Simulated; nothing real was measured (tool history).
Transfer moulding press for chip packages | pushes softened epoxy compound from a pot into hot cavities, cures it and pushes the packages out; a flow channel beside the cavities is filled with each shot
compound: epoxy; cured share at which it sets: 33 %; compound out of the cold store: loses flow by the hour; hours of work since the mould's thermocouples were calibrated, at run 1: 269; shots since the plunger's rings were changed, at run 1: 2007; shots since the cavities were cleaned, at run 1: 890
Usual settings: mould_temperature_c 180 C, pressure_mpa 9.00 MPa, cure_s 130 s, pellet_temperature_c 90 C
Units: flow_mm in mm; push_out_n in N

run   hour  mould_temperature_c  pressure_mpa  cure_s  pellet_temperature_c  hours of work since the mould's thermocouples were calibrated  shots since the plunger's rings were changed  shots since the cavities were cleaned  incoming compound's hours out of the cold store  flow_mm  push_out_n
  1    0.0                  180          9.00     130                    90                                                            269                                          2007                                    890                                             12.8     1015         328
      28.7  -- cavities cleaned with cleaning compound and waxed
  2   35.6                  180          9.00     124                    90                                                            291                                          2320                                     64                                              9.1     1028         355
  3   68.8                  180          9.80     130                    90                                                            311                                          2624                                    368                                             47.2      989         315
  4   95.3                  180          9.80     130                    90                                                            327                                          2866                                    610                                             25.7     1028         321
  5  119.3                  180          9.00     167                    90                                                            342                                          3087                                    831                                             36.5      967         250
  6  146.6                  180          9.00     167                    90                                                            359                                          3336                                   1080                                             22.0      994         251
     156.1  -- cavities cleaned with cleaning compound and waxed
  7  176.8                  180          9.00     167                    90                                                            377                                          3600                                    190                                             44.5      945         252
  8  202.3                  180          9.00     130                    90                                                            393                                          3833                                    423                                             16.5     1006         336
  9  217.6                  180          9.00     130                    90                                                            402                                          3973                                    563                                             34.9      970         317
 10  237.6                  180          9.00     123                    90                                                            415                                          4156                                    746                                             36.0      967         344
 11  254.9                  180          9.00     130                    90                                                            425                                          4315                                    905                                             10.7     1017         328
     281.9  -- cavities cleaned with cleaning compound and waxed
 12  284.2                  180          9.00     130                    90                                                            443                                          4569                                     20                                             24.7      995         317
 13  301.6                  180          9.00     130                    90                                                            453                                          4729                                    180                                             21.4      993         324
 14  337.6                  180          9.00     130                    90                                                            476                                          5059                                    510                                             46.8      947         305
 15  372.2                  180          8.60     130                    90                                                            497                                          5376                                    827                                             17.4      982         319
 16  405.4                  180          8.60     130                    90                                                            518                                          5680                                   1131                                             36.5      943         314
     408.9  -- cavities cleaned with cleaning compound and waxed
 17  431.3                  180         10.88     140                    83                                                            533                                          5904                                    206                                             28.5     1079         278

Forecast run 18:
 18  450.6                  178          9.22     112                    83                                                            545                                          6081                                    383                                             29.6        ?           ?

Run 18 gave flow_mm 1001 mm, push_out_n 506 N.
Without the tool's hidden state the same run would have given flow_mm 1001 mm, push_out_n 504 N.

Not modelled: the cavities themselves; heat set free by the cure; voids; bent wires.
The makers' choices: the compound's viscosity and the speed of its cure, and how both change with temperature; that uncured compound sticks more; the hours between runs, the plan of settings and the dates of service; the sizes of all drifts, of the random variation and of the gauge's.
